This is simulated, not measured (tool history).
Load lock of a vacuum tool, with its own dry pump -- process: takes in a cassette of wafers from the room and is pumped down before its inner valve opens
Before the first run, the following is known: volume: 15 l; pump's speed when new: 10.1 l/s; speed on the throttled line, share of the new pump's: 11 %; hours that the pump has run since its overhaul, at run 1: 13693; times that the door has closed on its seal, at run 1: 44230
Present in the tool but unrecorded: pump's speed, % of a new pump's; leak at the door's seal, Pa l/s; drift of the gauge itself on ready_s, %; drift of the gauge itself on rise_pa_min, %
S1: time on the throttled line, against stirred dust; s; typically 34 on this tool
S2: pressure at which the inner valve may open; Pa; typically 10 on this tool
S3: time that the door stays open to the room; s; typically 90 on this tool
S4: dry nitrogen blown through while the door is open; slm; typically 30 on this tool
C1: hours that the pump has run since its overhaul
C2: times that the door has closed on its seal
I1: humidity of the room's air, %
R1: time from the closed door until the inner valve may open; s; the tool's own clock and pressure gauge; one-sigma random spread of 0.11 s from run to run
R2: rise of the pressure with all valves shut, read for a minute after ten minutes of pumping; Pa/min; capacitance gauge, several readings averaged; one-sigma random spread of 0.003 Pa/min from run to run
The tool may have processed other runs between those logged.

{"run": 1, "day": 0.0, "S1": 34, "S2": 10, "S3": 90, "S4": 30, "C1": 13693, "C2": 44230, "I1": 47.7, "R1": 44.1, "R2": 0.037}
{"run": 2, "day": 14.583, "S1": 34, "S2": 10, "S3": 90, "S4": 23, "C1": 14043, "C2": 45274, "I1": 45.1, "R1": 44.2, "R2": 0.045}
{"run": 3, "day": 23.742, "S1": 27, "S2": 10, "S3": 90, "S4": 30, "C1": 14263, "C2": 45930, "I1": 44.5, "R1": 37.9, "R2": 0.031}
{"run": 4, "day": 34.942, "S1": 27, "S2": 10, "S3": 90, "S4": 30, "C1": 14532, "C2": 46732, "I1": 44.5, "R1": 37.7, "R2": 0.038}
{"run": 5, "day": 46.75, "S1": 34, "S2": 10, "S3": 90, "S4": 30, "C1": 14815, "C2": 47578, "I1": 47.2, "R1": 44.1, "R2": 0.038}
{"run": 6, "day": 58.846, "S1": 27, "S2": 10, "S3": 90, "S4": 30, "C1": 15106, "C2": 48444, "I1": 42.1, "R1": 38.0, "R2": 0.034}
{"run": 7, "day": 75.238, "S1": 34, "S2": 10, "S3": 141, "S4": 30, "C1": 15499, "C2": 49618, "I1": 44.4, "R1": 44.0, "R2": 0.042}
{"run": 8, "day": 82.9, "S1": 34, "S2": 10, "S3": 141, "S4": 30, "C1": 15683, "C2": 50167, "I1": 45.2, "R1": 43.9, "R2": 0.043}
{"run": 9, "day": 96.542, "S1": 34, "S2": 10, "S3": 141, "S4": 30, "C1": 16010, "C2": 51144, "I1": 46.8, "R1": 44.0, "R2": 0.046}
{"run": 10, "day": 104.8, "S1": 34, "S2": 8, "S3": 90, "S4": 30, "C1": 16209, "C2": 51736, "I1": 46.4, "R1": 44.6, "R2": 0.033}
{"run": 11, "day": 114.879, "S1": 34, "S2": 8, "S3": 90, "S4": 30, "C1": 16450, "C2": 52457, "I1": 47.7, "R1": 44.4, "R2": 0.037}
{"run": 12, "day": 130.988, "S1": 34, "S2": 8, "S3": 90, "S4": 30, "C1": 16837, "C2": 53611, "I1": 44.8, "R1": 44.7, "R2": 0.026}
{"run": 13, "day": 145.15, "S1": 25, "S2": 10, "S3": 90, "S4": 8, "C1": 17177, "C2": 54625, "I1": 45.6, "R1": 36.2, "R2": 0.063}
{"day": 156.312, "done": "door's seal changed, seat wiped"}
{"run": 14, "day": 159.467, "S1": 25, "S2": 10, "S3": 90, "S4": 8, "C1": 17519, "C2": 226, "I1": 45.4, "R1": 36.2, "R2": 0.061}
{"run": 15, "day": 173.792, "S1": 25, "S2": 10, "S3": 90, "S4": 13, "C1": 17863, "C2": 1252, "I1": 43.9, "R1": 36.1, "R2": 0.045}
{"run": 16, "day": 190.292, "S1": 25, "S2": 10, "S3": 39, "S4": 13, "C1": 18259, "C2": 2434, "I1": 47.4, "R1": 36.0, "R2": 0.041}
{"run": 17, "day": 200.425, "S1": 39, "S2": 10, "S3": 39, "S4": 24, "C1": 18502, "C2": 3160, "I1": 44.2, "R1": 48.7, "R2": 0.027}
{"run": 18, "day": 217.346, "S1": 30, "S2": 10, "S3": 52, "S4": 30, "C1": 18908, "C2": 4371, "I1": 46.1, "R1": 40.5, "R2": 0.034}
{"run": 19, "day": 232.754, "S1": 30, "S2": 12, "S3": 52, "S4": 30, "C1": 19278, "C2": 5475, "I1": 47.5, "R1": 40.2, "R2": 0.034}

Some steps in R2, run to run, broken into two amounts with sign: the step expected even without the hidden condition (settings, incoming material, random variation), and the rest, left for the hidden condition together with whatever gauge scatter is not in both the measured and the hidden-condition-free result:
Run 12 -> 13: S1 34 -> 25, S2 8 -> 10, S4 30 -> 8. R2 +0.037 Pa/min: hidden state +0.000, all else +0.037.
Run 13 -> 14: door's seal changed, seat wiped. R2 -0.002 Pa/min: hidden state -0.003, all else +0.001.
